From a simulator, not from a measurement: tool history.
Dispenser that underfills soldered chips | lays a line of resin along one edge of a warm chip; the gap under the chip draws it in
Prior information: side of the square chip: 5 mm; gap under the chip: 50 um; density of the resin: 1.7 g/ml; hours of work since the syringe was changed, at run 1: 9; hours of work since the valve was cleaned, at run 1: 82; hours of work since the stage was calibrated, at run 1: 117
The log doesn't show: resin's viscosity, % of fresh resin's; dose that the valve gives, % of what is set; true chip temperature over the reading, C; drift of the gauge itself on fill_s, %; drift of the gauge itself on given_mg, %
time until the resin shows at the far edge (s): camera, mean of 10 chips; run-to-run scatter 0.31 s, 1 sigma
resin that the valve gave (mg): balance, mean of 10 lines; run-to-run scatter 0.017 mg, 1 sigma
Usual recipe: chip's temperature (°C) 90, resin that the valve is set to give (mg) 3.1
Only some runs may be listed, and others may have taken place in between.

run	hour	chip's temperature (°C)	resin that the valve is set to give (mg)	hours of work since the syringe was changed	hours of work since the valve was cleaned	hours of work since the stage was calibrated	time until the resin shows at the far edge (s)	resin that the valve gave (mg)
1	0	90	3.1	9	82	117	12.1	2.96
# hour 2.3: new syringe of resin
2	2.3	90	3.1	0	83	118	7.7	3
3	6.9	90	3.85	4	87	122	8.7	3.68
# hour 9.7: dispensing valve cleaned and set on the balance
4	10.3	90	3.1	6	0	124	9.3	3.11
5	13.9	84	3.1	9	3	127	13.1	3.13
# hour 17.3: new syringe of resin
6	18	84	3.1	1	6	130	9.7	3.13
7	21.6	90	3.1	3	9	133	9	3.09
8	25.2	90	3.1	6	12	135	10.2	3.11
9	28.2	90	3.1	9	15	138	11.7	3.08
# hour 31.3: new syringe of resin
10	32.5	90	3.1	1	18	141	7.9	3.1
11	35.2	90	3.1	3	20	143	8.9	3.08
12	39.2	99	3.1	6	23	146	8.1	3.07
13	42.3	99	3.1	9	26	149	8.4	3.05
# hour 45.2: new syringe of resin
14	47.1	99	2.74	2	29	152	6.2	2.68
15	51.7	102	2.74	5	33	156	6.4	2.68
16	54.3	102	2.74	7	35	158	7.2	2.69
17	58.5	102	2.74	11	38	161	8.6	2.7
# hour 59: new syringe of resin
18	62.1	102	2.74	2	41	164	6.2	2.68
19	65.5	103	3.66	5	44	167	5.4	3.59
20	69.3	103	3.66	8	47	170	7	3.57
21	72.2	98	2.7	10	49	172	9.6	2.64
# hour 73.1: new syringe of resin
22	76.7	99	3.1	3	52	176	7	3.03
23	79.2	103	3.1	5	54	178	6.4	2.99
24	84	103	3.1	9	58	181	7.5	3
# hour 87: new syringe of resin
25	89	101	3.48	2	62	185	6.3	3.37
26	91.4	101	3.48	4	64	187	5.9	3.36
27	94	95	3.03	6	66	189	8.2	2.95
28	96.2	103	3.93	7	68	191	6.4	3.8
29	98.9	81	2.8	10	70	193	17.2	2.71
# hour 101.1: new syringe of resin
30	102.7	83	3.08	1	73	196	10.4	2.97
31	107	80	3.46	5	76	199	13.6	3.31
32	110.1	92	3.14	7	79	202	10.5	3
33	113.5	92	3.14	10	81	204	11.2	3.04
# hour 114.9: new syringe of resin
34	117.6	78	2.74	2	84	207	13.7	2.64
35	121.7	78	2.74	5	88	211	16.2	2.6
# hour 123.7: dispensing valve cleaned and set on the balance
36	126.4	84	2.71	8	2	214	14.6	2.7

Pick out some run-to-run changes in time until the resin shows at the far edge (s). Of each, how much would a tool without hidden state show as well, from the settings, what came in and chance, and how much is left for the hidden state and any gauge scatter not in both results compared?
Run 1 -> 2: new syringe of resin. time until the resin shows at the far edge (s) -4.4: hidden state -4.3, all else -0.1.
Run 28 -> 29: chip's temperature (°C) 103 -> 81, resin that the valve is set to give (mg) 3.93 -> 2.8. time until the resin shows at the far edge (s) +10.8: hidden state +4.7, all else +6.1.
Run 29 -> 30: chip's temperature (°C) 81 -> 83, resin that the valve is set to give (mg) 2.8 -> 3.08, new syringe of resin. time until the resin shows at the far edge (s) -6.8: hidden state -5.6, all else -1.2.
